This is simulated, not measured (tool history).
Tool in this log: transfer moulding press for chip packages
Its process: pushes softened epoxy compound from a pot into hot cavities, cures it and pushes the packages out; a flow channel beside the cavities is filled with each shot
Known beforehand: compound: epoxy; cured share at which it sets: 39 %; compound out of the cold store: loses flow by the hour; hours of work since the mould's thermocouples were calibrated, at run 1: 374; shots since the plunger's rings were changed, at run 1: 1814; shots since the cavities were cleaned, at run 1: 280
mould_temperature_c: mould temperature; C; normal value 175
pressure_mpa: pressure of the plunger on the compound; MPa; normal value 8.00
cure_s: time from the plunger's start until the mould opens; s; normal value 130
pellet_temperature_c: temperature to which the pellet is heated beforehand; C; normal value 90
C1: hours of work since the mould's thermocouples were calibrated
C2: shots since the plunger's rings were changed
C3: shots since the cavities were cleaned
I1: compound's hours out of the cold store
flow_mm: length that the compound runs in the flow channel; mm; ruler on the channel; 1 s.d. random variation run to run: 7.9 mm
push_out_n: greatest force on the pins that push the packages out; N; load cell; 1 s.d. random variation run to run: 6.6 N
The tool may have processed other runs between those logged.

{"run": 1, "hour": 0.0, "mould_temperature_c": 175, "pressure_mpa": 8.0, "cure_s": 130, "pellet_temperature_c": 90, "C1": 374, "C2": 1814, "C3": 280, "I1": 35.5, "flow_mm": 882, "push_out_n": 428}
{"run": 2, "hour": 10.6, "mould_temperature_c": 175, "pressure_mpa": 8.0, "cure_s": 130, "pellet_temperature_c": 90, "C1": 383, "C2": 1935, "C3": 401, "I1": 25.9, "flow_mm": 919, "push_out_n": 465}
{"run": 3, "hour": 21.7, "mould_temperature_c": 175, "pressure_mpa": 8.0, "cure_s": 130, "pellet_temperature_c": 90, "C1": 392, "C2": 2062, "C3": 528, "I1": 42.7, "flow_mm": 859, "push_out_n": 510}
{"run": 4, "hour": 29.6, "mould_temperature_c": 167, "pressure_mpa": 8.0, "cure_s": 130, "pellet_temperature_c": 90, "C1": 398, "C2": 2153, "C3": 619, "I1": 30.0, "flow_mm": 931, "push_out_n": 673}
{"hour": 32.2, "done": "cavities cleaned with cleaning compound and waxed"}
{"run": 5, "hour": 42.2, "mould_temperature_c": 175, "pressure_mpa": 8.0, "cure_s": 130, "pellet_temperature_c": 90, "C1": 407, "C2": 2279, "C3": 114, "I1": 10.2, "flow_mm": 969, "push_out_n": 330}
{"run": 6, "hour": 47.6, "mould_temperature_c": 175, "pressure_mpa": 8.0, "cure_s": 130, "pellet_temperature_c": 90, "C1": 411, "C2": 2342, "C3": 177, "I1": 10.0, "flow_mm": 971, "push_out_n": 373}
{"run": 7, "hour": 54.1, "mould_temperature_c": 175, "pressure_mpa": 8.0, "cure_s": 130, "pellet_temperature_c": 90, "C1": 416, "C2": 2417, "C3": 252, "I1": 46.8, "flow_mm": 835, "push_out_n": 390}
{"run": 8, "hour": 62.5, "mould_temperature_c": 175, "pressure_mpa": 8.0, "cure_s": 130, "pellet_temperature_c": 90, "C1": 423, "C2": 2512, "C3": 347, "I1": 35.7, "flow_mm": 871, "push_out_n": 437}
{"run": 9, "hour": 69.6, "mould_temperature_c": 175, "pressure_mpa": 8.0, "cure_s": 130, "pellet_temperature_c": 90, "C1": 429, "C2": 2594, "C3": 429, "I1": 12.3, "flow_mm": 952, "push_out_n": 487}
{"run": 10, "hour": 81.1, "mould_temperature_c": 175, "pressure_mpa": 8.0, "cure_s": 130, "pellet_temperature_c": 90, "C1": 438, "C2": 2726, "C3": 561, "I1": 27.8, "flow_mm": 895, "push_out_n": 508}
{"hour": 88.7, "done": "cavities cleaned with cleaning compound and waxed"}
{"run": 11, "hour": 93.8, "mould_temperature_c": 181, "pressure_mpa": 8.0, "cure_s": 130, "pellet_temperature_c": 90, "C1": 447, "C2": 2854, "C3": 58, "I1": 41.7, "flow_mm": 825, "push_out_n": 289}
{"hour": 101.4, "done": "plunger's sealing rings changed"}
{"run": 12, "hour": 106.7, "mould_temperature_c": 175, "pressure_mpa": 8.0, "cure_s": 130, "pellet_temperature_c": 88, "C1": 455, "C2": 61, "C3": 177, "I1": 12.1, "flow_mm": 986, "push_out_n": 376}
{"run": 13, "hour": 113.7, "mould_temperature_c": 175, "pressure_mpa": 8.0, "cure_s": 130, "pellet_temperature_c": 88, "C1": 461, "C2": 142, "C3": 258, "I1": 10.9, "flow_mm": 986, "push_out_n": 421}
{"run": 14, "hour": 121.5, "mould_temperature_c": 175, "pressure_mpa": 8.0, "cure_s": 130, "pellet_temperature_c": 88, "C1": 467, "C2": 230, "C3": 346, "I1": 8.1, "flow_mm": 1008, "push_out_n": 464}
{"run": 15, "hour": 128.6, "mould_temperature_c": 177, "pressure_mpa": 8.0, "cure_s": 115, "pellet_temperature_c": 88, "C1": 473, "C2": 312, "C3": 428, "I1": 11.7, "flow_mm": 979, "push_out_n": 501}
{"run": 16, "hour": 137.8, "mould_temperature_c": 169, "pressure_mpa": 7.19, "cure_s": 130, "pellet_temperature_c": 90, "C1": 480, "C2": 417, "C3": 533, "I1": 42.8, "flow_mm": 862, "push_out_n": 582}
{"hour": 147.8, "done": "cavities cleaned with cleaning compound and waxed"}
{"run": 17, "hour": 150.7, "mould_temperature_c": 169, "pressure_mpa": 7.19, "cure_s": 121, "pellet_temperature_c": 90, "C1": 489, "C2": 548, "C3": 33, "I1": 17.7, "flow_mm": 939, "push_out_n": 420}
{"run": 18, "hour": 161.0, "mould_temperature_c": 168, "pressure_mpa": 7.19, "cure_s": 121, "pellet_temperature_c": 81, "C1": 497, "C2": 666, "C3": 151, "I1": 39.5, "flow_mm": 875, "push_out_n": 512}

Estimate the outcome of run 19 from the log above:
{"run": 19, "hour": 166.0, "mould_temperature_c": 178, "pressure_mpa": 8.0, "cure_s": 161, "pellet_temperature_c": 90, "C1": 501, "C2": 723, "C3": 208, "I1": 36.5, "flow_mm": "?", "push_out_n": "?"}

flow_mm: 877 mm
push_out_n: 373 N
If the tool had no hidden condition, the same run with the same run-to-run variation would have returned flow_mm 890 mm, push_out_n 255 N.
